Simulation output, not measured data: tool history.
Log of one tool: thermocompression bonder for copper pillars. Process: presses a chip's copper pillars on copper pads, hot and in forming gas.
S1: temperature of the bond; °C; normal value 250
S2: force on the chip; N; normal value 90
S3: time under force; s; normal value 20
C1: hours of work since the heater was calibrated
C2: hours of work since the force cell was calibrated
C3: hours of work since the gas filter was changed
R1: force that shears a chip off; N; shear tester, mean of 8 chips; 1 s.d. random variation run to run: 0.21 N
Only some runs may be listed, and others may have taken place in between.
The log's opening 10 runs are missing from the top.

{"run": 11, "hour": 74.8, "S1": 245, "S2": 90, "S3": 20, "C1": 791, "C2": 147, "C3": 59, "R1": 28.9}
{"run": 12, "hour": 83.2, "S1": 245, "S2": 90, "S3": 20, "C1": 795, "C2": 152, "C3": 63, "R1": 28.8}
{"run": 13, "hour": 87.5, "S1": 250, "S2": 90, "S3": 12, "C1": 798, "C2": 154, "C3": 66, "R1": 25.1}
{"run": 14, "hour": 92.8, "S1": 250, "S2": 90, "S3": 12, "C1": 801, "C2": 157, "C3": 68, "R1": 24.8}
{"run": 15, "hour": 100.5, "S1": 250, "S2": 90, "S3": 12, "C1": 805, "C2": 161, "C3": 73, "R1": 24.8}
{"run": 16, "hour": 107.3, "S1": 250, "S2": 90, "S3": 12, "C1": 808, "C2": 165, "C3": 76, "R1": 24.9}
{"run": 17, "hour": 113.0, "S1": 250, "S2": 90, "S3": 12, "C1": 811, "C2": 168, "C3": 79, "R1": 25.1}
{"run": 18, "hour": 120.7, "S1": 221, "S2": 134, "S3": 17, "C1": 816, "C2": 172, "C3": 83, "R1": 25.2}
{"run": 19, "hour": 129.2, "S1": 221, "S2": 134, "S3": 17, "C1": 820, "C2": 176, "C3": 88, "R1": 25.1}
{"run": 20, "hour": 134.4, "S1": 250, "S2": 134, "S3": 36, "C1": 823, "C2": 179, "C3": 91, "R1": 46.8}
{"run": 21, "hour": 140.6, "S1": 239, "S2": 67, "S3": 13, "C1": 826, "C2": 183, "C3": 94, "R1": 18.5}
{"run": 22, "hour": 148.6, "S1": 239, "S2": 67, "S3": 13, "C1": 831, "C2": 187, "C3": 98, "R1": 18.9}
{"run": 23, "hour": 152.5, "S1": 222, "S2": 129, "S3": 59, "C1": 833, "C2": 189, "C3": 101, "R1": 40.2}
{"run": 24, "hour": 158.8, "S1": 222, "S2": 59, "S3": 27, "C1": 836, "C2": 192, "C3": 104, "R1": 18.1}
{"run": 25, "hour": 163.4, "S1": 245, "S2": 114, "S3": 23, "C1": 839, "C2": 195, "C3": 107, "R1": 34.7}
{"hour": 166.5, "done": "forming gas filter changed"}
{"run": 26, "hour": 168.9, "S1": 223, "S2": 63, "S3": 39, "C1": 841, "C2": 198, "C3": 1, "R1": 23.4}
{"run": 27, "hour": 173.5, "S1": 278, "S2": 115, "S3": 23, "C1": 844, "C2": 200, "C3": 4, "R1": 48.9}
{"run": 28, "hour": 179.6, "S1": 278, "S2": 115, "S3": 23, "C1": 847, "C2": 203, "C3": 7, "R1": 48.9}
{"run": 29, "hour": 187.9, "S1": 278, "S2": 115, "S3": 23, "C1": 852, "C2": 208, "C3": 12, "R1": 48.5}
{"run": 30, "hour": 193.9, "S1": 250, "S2": 90, "S3": 53, "C1": 855, "C2": 211, "C3": 15, "R1": 44.4}
{"run": 31, "hour": 203.4, "S1": 250, "S2": 90, "S3": 53, "C1": 860, "C2": 216, "C3": 20, "R1": 44.5}
{"run": 32, "hour": 210.9, "S1": 244, "S2": 90, "S3": 32, "C1": 864, "C2": 220, "C3": 24, "R1": 34.9}

Branching from run 32: 5 alternative next runs. What would each branch give?
{"run": "A", "hour": 216.2, "S1": 233, "S2": 90, "S3": 22, "C1": 867, "C2": 223, "C3": 27, "R1": "?"}
{"run": "B", "hour": 216.2, "S1": 226, "S2": 90, "S3": 30, "C1": 867, "C2": 223, "C3": 27, "R1": "?"}
{"run": "C", "hour": 216.2, "S1": 222, "S2": 113, "S3": 32, "C1": 867, "C2": 223, "C3": 27, "R1": "?"}
{"run": "D", "hour": 216.2, "S1": 222, "S2": 101, "S3": 13, "C1": 867, "C2": 223, "C3": 27, "R1": "?"}
{"run": "E", "hour": 216.2, "S1": 232, "S2": 90, "S3": 13, "C1": 867, "C2": 223, "C3": 27, "R1": "?"}

run=A R1=26.4
run=B R1=27.1
run=C R1=29.9
run=D R1=19.2
run=E R1=20.5
Without the tool's hidden state the same runs would have given:
run=A R1=26.4
run=B R1=27.1
run=C R1=29.9
run=D R1=19.2
run=E R1=20.4
